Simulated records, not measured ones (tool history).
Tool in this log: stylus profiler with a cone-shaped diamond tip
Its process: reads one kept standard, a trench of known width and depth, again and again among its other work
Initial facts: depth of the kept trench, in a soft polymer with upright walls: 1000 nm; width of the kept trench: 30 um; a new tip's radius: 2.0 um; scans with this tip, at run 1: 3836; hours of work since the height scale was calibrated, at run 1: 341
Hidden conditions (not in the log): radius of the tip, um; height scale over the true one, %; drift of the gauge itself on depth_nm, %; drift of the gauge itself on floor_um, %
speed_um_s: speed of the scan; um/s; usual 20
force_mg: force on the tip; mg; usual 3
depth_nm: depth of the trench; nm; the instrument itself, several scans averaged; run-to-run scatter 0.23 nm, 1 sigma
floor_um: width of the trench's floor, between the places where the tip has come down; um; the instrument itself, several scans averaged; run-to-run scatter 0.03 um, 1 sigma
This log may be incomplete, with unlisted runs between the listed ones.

run      day  speed_um_s  force_mg  scans with this tip  hours of work since the height scale was calibrated  depth_nm  floor_um
  1        0          20         3                 3836                                                  341   1021.06     26.11
  2    3.617          20         3                 4282                                                  380      1021     26.01
  3    6.788          20         3                 4672                                                  415   1021.02        26
  4   10.167           6         3                 5089                                                  452   1020.73     25.99
  5   14.521           6         3                 5626                                                  500   1020.97     25.91
  6   17.458          20      4.98                 5988                                                  532   1029.12      25.8
  7    19.45          20      4.98                 6234                                                  554   1029.58     25.81
  8   22.638          20      4.98                 6627                                                  589   1029.19     25.73
  9   24.675          20      4.98                 6878                                                  611   1029.55     25.72
 10   27.921          20      5.07                 7278                                                  646   1030.01     25.65
 11   31.054          44         3                 7664                                                  681   1021.68     25.58
 12   33.896          44         3                 8014                                                  712   1021.93     25.49
 13   35.825          20         3                 8252                                                  733   1022.26      25.6
 14   39.488          20         3                 8704                                                  773   1022.33      25.5
 15   41.908          20         3                 9002                                                  800   1022.57     25.46
 16    44.65          20         3                 9340                                                  830   1022.44     25.44
 17   47.121          20         3                 9644                                                  857   1022.15     25.38
 18   51.142          20         3                10140                                                  901   1022.29     25.34
 19   54.938          20         3                10608                                                  942   1022.46     25.28
 20   57.788          15         3                10959                                                  974   1022.64     25.21
      58.467  -- height scale calibrated on a step standard
 21   59.712          15         3                11194                                                   14   1019.35     25.19
 22   62.021          15      1.09                11479                                                   39   1009.97     25.14
 23   66.196          11      1.09                11993                                                   85    1010.2      25.1
 24   68.242          11      1.09                12246                                                  107   1009.79     25.07
 25   70.283          11      4.78                12497                                                  129    1027.4     25.07
 26   72.162          11      4.78                12729                                                  150   1027.76     25.05
 27   74.075          41      7.81                12965                                                  171   1037.73     24.95
 28   77.346          59       5.5                13368                                                  207   1030.18     24.93
 29   81.158          59       5.5                13838                                                  248   1030.33     24.83
 30   84.171          66      3.58                14209                                                  281   1022.74     24.78
 31   86.212          66      3.58                14461                                                  304   1022.66     24.76
 32   89.071          10      2.76                14813                                                  335   1019.41     24.84
 33   91.317          60      1.67                15090                                                  360    1014.1     24.66
 34   93.738          42      4.44                15389                                                  386   1026.53     24.73
 35    97.75           5      2.73                15883                                                  430   1019.47     24.74
 36    100.8           5      2.73                16259                                                  464   1019.61     24.72
 37   102.85           7      1.38                16512                                                  486   1012.74     24.67
 38  107.142           7      1.38                17041                                                  533   1012.87     24.59
 39    110.7          70      6.78                17479                                                  572    1035.4     24.43
 40  113.421          22       3.7                17815                                                  602   1024.37     24.53
 41  116.725          18      8.01                18222                                                  638   1039.99     24.45
 42  120.471          18      8.01                18684                                                  679   1039.87     24.42
 43  122.762          18      8.01                18966                                                  704   1040.19     24.42
 44  126.025          39      1.15                19369                                                  740   1012.31      24.3
 45  128.646          40      6.56                19691                                                  768   1035.44     24.38
 46  131.046           8      1.77                19988                                                  795   1016.04     24.34

Alternative continuations, all from the tool just after run 46; predict every row:
  A  134.696          46      7.84                20438                                                  835         ?         ?
  B  134.696           6      1.08                20438                                                  835         ?         ?
  C  134.696           8      1.64                20438                                                  835         ?         ?

run  depth_nm  floor_um
  A   1039.93     24.27
  B   1012.21     24.36
  C   1015.57     24.22
Without the tool's unlogged condition, the same runs would have read:
run  depth_nm  floor_um
  A   1037.77     26.49
  B    1010.1     26.58
  C   1013.46     26.44

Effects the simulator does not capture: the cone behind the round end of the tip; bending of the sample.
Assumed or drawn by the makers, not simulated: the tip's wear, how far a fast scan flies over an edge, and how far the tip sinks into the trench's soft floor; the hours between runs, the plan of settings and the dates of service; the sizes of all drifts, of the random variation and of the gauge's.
